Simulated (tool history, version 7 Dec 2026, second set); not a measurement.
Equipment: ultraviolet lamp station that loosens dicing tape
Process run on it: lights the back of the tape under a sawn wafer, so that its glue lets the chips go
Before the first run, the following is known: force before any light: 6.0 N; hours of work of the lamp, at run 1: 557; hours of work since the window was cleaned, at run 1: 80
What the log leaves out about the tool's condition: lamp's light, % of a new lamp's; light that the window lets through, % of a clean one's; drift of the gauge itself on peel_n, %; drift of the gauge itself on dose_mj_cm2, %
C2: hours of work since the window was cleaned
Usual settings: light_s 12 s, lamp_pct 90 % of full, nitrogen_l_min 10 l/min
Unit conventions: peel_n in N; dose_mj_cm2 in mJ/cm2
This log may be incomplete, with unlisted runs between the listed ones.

Run 1, hour 0.0: usual settings; hours of work of the lamp 557; C2 80. Result: peel_n 0.477 N, dose_mj_cm2 274 mJ/cm2.
Run 2, hour 84.3: usual settings; hours of work of the lamp 619; C2 141. Result: peel_n 0.501 N, dose_mj_cm2 271 mJ/cm2.
Run 3, hour 152.3: usual settings; hours of work of the lamp 668; C2 190. Result: peel_n 0.558 N, dose_mj_cm2 265 mJ/cm2.
Run 4, hour 233.7: usual settings; hours of work of the lamp 727; C2 250. Result: peel_n 0.565 N, dose_mj_cm2 252 mJ/cm2.
Run 5, hour 273.3: usual settings; hours of work of the lamp 756; C2 278. Result: peel_n 0.623 N, dose_mj_cm2 254 mJ/cm2.
Run 6, hour 339.5: usual settings but lamp_pct 74 % of full; hours of work of the lamp 804; C2 326. Result: peel_n 0.935 N, dose_mj_cm2 202 mJ/cm2.
Run 7, hour 387.4: usual settings but lamp_pct 74 % of full; hours of work of the lamp 839; C2 361. Result: peel_n 0.935 N, dose_mj_cm2 198 mJ/cm2.
Run 8, hour 465.8: usual settings; hours of work of the lamp 896; C2 418. Result: peel_n 0.714 N, dose_mj_cm2 233 mJ/cm2.
Run 9, hour 508.2: usual settings; hours of work of the lamp 927; C2 449. Result: peel_n 0.740 N, dose_mj_cm2 230 mJ/cm2.
Run 10, hour 586.4: usual settings but nitrogen_l_min 6 l/min; hours of work of the lamp 983; C2 506. Result: peel_n 1.091 N, dose_mj_cm2 218 mJ/cm2.
At hour 602.5: window cleaned of glue's vapour.
Run 11, hour 675.4: usual settings but light_s 23 s; hours of work of the lamp 1048; C2 53. Result: peel_n 0.159 N, dose_mj_cm2 493 mJ/cm2.
Run 12, hour 755.8: usual settings but light_s 6 s; hours of work of the lamp 1106; C2 111. Result: peel_n 1.824 N, dose_mj_cm2 129 mJ/cm2.
Run 13, hour 804.7: usual settings but light_s 6 s; hours of work of the lamp 1142; C2 147. Result: peel_n 1.850 N, dose_mj_cm2 119 mJ/cm2.
Run 14, hour 876.5: usual settings but light_s 6 s, lamp_pct 88 % of full; hours of work of the lamp 1194; C2 199. Result: peel_n 1.913 N, dose_mj_cm2 112 mJ/cm2.
Run 15, hour 963.3: usual settings but light_s 6 s, lamp_pct 72 % of full; hours of work of the lamp 1257; C2 262. Result: peel_n 2.461 N, dose_mj_cm2 92 mJ/cm2.
Run 16, hour 1005.1: usual settings but light_s 6 s, lamp_pct 72 % of full; hours of work of the lamp 1287; C2 293. Result: peel_n 2.472 N, dose_mj_cm2 90 mJ/cm2.
Run 17, hour 1062.7: usual settings but light_s 11 s, lamp_pct 82 % of full, nitrogen_l_min 6 l/min; hours of work of the lamp 1329; C2 334. Result: peel_n 1.514 N, dose_mj_cm2 183 mJ/cm2.
Run 18, hour 1147.4: usual settings but light_s 11 s, lamp_pct 82 % of full, nitrogen_l_min 6 l/min; hours of work of the lamp 1391; C2 396. Result: peel_n 1.519 N, dose_mj_cm2 174 mJ/cm2.
Run 19, hour 1224.5: usual settings but lamp_pct 79 % of full, nitrogen_l_min 4 l/min; hours of work of the lamp 1447; C2 452. Result: peel_n 1.857 N, dose_mj_cm2 179 mJ/cm2.
Run 20, hour 1303.3: usual settings but lamp_pct 79 % of full, nitrogen_l_min 4 l/min; hours of work of the lamp 1504; C2 509. Result: peel_n 1.896 N, dose_mj_cm2 178 mJ/cm2.
At hour 1316.4: window cleaned of glue's vapour.
Run 21, hour 1374.4: usual settings but lamp_pct 79 % of full, nitrogen_l_min 4 l/min; hours of work of the lamp 1555; C2 42. Result: peel_n 1.589 N, dose_mj_cm2 201 mJ/cm2.

Alternative continuations, all from the tool just after run 21; predict every row:
Run A, hour 1416.8: usual settings but light_s 17 s, lamp_pct 98 % of full, nitrogen_l_min 14 l/min; hours of work of the lamp 1586; C2 73. Result: peel_n ?, dose_mj_cm2 ?.
Run B, hour 1416.8: usual settings but light_s 15 s; hours of work of the lamp 1586; C2 73. Result: peel_n ?, dose_mj_cm2 ?.
Run C, hour 1416.8: usual settings but lamp_pct 60 % of full, nitrogen_l_min 4 l/min; hours of work of the lamp 1586; C2 73. Result: peel_n ?, dose_mj_cm2 ?.
Run D, hour 1416.8: usual settings but light_s 19 s, lamp_pct 77 % of full, nitrogen_l_min 14 l/min; hours of work of the lamp 1586; C2 73. Result: peel_n ?, dose_mj_cm2 ?.
Run E, hour 1416.8: usual settings but light_s 9 s, lamp_pct 74 % of full, nitrogen_l_min 7 l/min; hours of work of the lamp 1586; C2 73. Result: peel_n ?, dose_mj_cm2 ?.

run  peel_n  dose_mj_cm2
  A   0.236          350
  B   0.476          281
  C   2.173          148
  D   0.306          304
  E   1.841          140
Without the tool's unlogged condition, the same runs would have read:
run  peel_n  dose_mj_cm2
  A   0.144          489
  B   0.234          393
  C   1.487          208
  D   0.170          425
  E   1.184          196

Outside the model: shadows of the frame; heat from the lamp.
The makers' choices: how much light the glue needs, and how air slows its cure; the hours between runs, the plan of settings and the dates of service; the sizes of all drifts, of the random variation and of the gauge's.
